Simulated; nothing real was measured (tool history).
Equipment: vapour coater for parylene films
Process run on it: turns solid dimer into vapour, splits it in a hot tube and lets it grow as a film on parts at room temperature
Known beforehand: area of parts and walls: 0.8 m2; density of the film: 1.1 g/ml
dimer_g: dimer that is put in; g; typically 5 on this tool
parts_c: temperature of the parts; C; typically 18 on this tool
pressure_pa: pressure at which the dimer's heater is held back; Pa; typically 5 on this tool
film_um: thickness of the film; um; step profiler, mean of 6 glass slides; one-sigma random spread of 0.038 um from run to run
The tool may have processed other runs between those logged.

run,hour,dimer_g,parts_c,pressure_pa,film_um
1,0,5,18,5,3.93
2,40.7,5,18,2.85,4.03
3,85.4,5,18,2.85,3.94
4,111.1,5,18,2.85,3.97
5,146.2,5,18,2.85,3.98
6,196.1,5,18,2.85,3.97
7,234,5,18,5,3.77
8,274.9,5,18,5,3.74
9,329.4,5,18,5,3.74
# hour 350.6: table's thermometer calibrated
10,376.2,4,18,5.75,2.84
11,411.5,5,23,11.85,2.68
12,434,5,23,11.85,2.68
13,485.4,8,30,2.91,3.43
14,532.8,5,11,2.69,4.88
15,561.1,5,11,2.69,4.75
16,590.5,5,22,3.34,2.91
# hour 630.9: trap's valve overhauled
17,647.9,5,19,5,3.83

Alternative continuations, all from the tool just after run 17; predict every row:
A,681.8,8,19,5.56,?
B,681.8,8,23,2.52,?
C,681.8,7,29,9.42,?

run,film_um
A,6.06
B,5.27
C,3.28
Without the tool's hidden state the same runs would have given:
run,film_um
A,6.16
B,5.36
C,3.33

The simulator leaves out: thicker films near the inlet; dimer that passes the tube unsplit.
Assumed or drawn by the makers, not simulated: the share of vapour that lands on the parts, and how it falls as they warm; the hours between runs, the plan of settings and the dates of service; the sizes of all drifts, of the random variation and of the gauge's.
